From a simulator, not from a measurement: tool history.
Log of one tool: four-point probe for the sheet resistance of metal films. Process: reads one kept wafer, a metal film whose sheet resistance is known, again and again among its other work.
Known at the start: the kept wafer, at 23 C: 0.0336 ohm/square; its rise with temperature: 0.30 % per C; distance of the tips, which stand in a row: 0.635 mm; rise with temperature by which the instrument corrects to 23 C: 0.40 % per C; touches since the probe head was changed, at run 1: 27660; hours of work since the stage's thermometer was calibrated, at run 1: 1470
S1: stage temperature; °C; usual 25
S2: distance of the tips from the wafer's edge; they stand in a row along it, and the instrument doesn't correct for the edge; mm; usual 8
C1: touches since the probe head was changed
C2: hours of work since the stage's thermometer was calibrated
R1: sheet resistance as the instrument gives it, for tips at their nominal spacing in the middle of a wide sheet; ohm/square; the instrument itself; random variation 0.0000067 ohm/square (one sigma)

| run | hour | S1 | S2 | C1 | C2 | R1 |
|---|---|---|---|---|---|---|
| 1 | 0.0 | 25 | 8 | 27660 | 1470 | 0.033676 |
| 2 | 33.3 | 25 | 8 | 28556 | 1494 | 0.033685 |
| 3 | 88.8 | 25 | 8 | 30049 | 1533 | 0.033680 |
| 4 | 127.0 | 25 | 9 | 31079 | 1560 | 0.033644 |
| 5 | 187.5 | 25 | 9 | 32708 | 1603 | 0.033651 |
| 6 | 218.8 | 25 | 8 | 33550 | 1625 | 0.033673 |
| 7 | 287.0 | 25 | 8 | 35384 | 1673 | 0.033680 |
| 8 | 343.3 | 25 | 8 | 36901 | 1713 | 0.033686 |
| 9 | 385.3 | 25 | 8 | 38031 | 1743 | 0.033679 |
|  | 391.3 | stage's thermometer calibrated |
| 10 | 448.4 | 25 | 8 | 39717 | 40 | 0.033711 |
| 11 | 491.2 | 25 | 8 | 40868 | 71 | 0.033701 |
| 12 | 536.0 | 25 | 38 | 42074 | 102 | 0.033604 |
| 13 | 581.1 | 25 | 38 | 43288 | 134 | 0.033601 |
|  | 612.2 | stage's thermometer calibrated, once more |
| 14 | 619.6 | 25 | 38 | 44310 | 5 | 0.033504 |
| 15 | 651.0 | 22 | 8 | 45156 | 27 | 0.033706 |
| 16 | 699.7 | 22 | 8 | 46466 | 62 | 0.033710 |
| 17 | 750.6 | 34 | 26 | 47837 | 98 | 0.033199 |
| 18 | 818.2 | 25 | 6 | 49656 | 146 | 0.033699 |
| 19 | 876.7 | 28 | 6 | 51231 | 187 | 0.033579 |
| 20 | 915.9 | 29 | 8 | 52286 | 215 | 0.033465 |
| 21 | 984.1 | 29 | 8 | 54124 | 263 | 0.033470 |
| 22 | 1031.9 | 22 | 8 | 55408 | 297 | 0.033704 |
| 23 | 1079.7 | 28 | 5 | 56696 | 331 | 0.033677 |
| 24 | 1125.6 | 28 | 5 | 57933 | 363 | 0.033656 |
| 25 | 1191.1 | 28 | 5 | 59694 | 409 | 0.033663 |
| 26 | 1235.9 | 23 | 4 | 60900 | 441 | 0.034007 |
| 27 | 1288.3 | 30 | 6 | 62310 | 478 | 0.033501 |
| 28 | 1325.1 | 30 | 6 | 63301 | 504 | 0.033512 |
| 29 | 1358.5 | 26 | 13 | 64202 | 528 | 0.033469 |

Forecast run 30:
| 30 | 1398.7 | 34 | 8 | 65284 | 556 | ? |

R1: 0.033282 ohm/square
Without the tool's hidden state the same run would have given R1 0.033338 ohm/square.
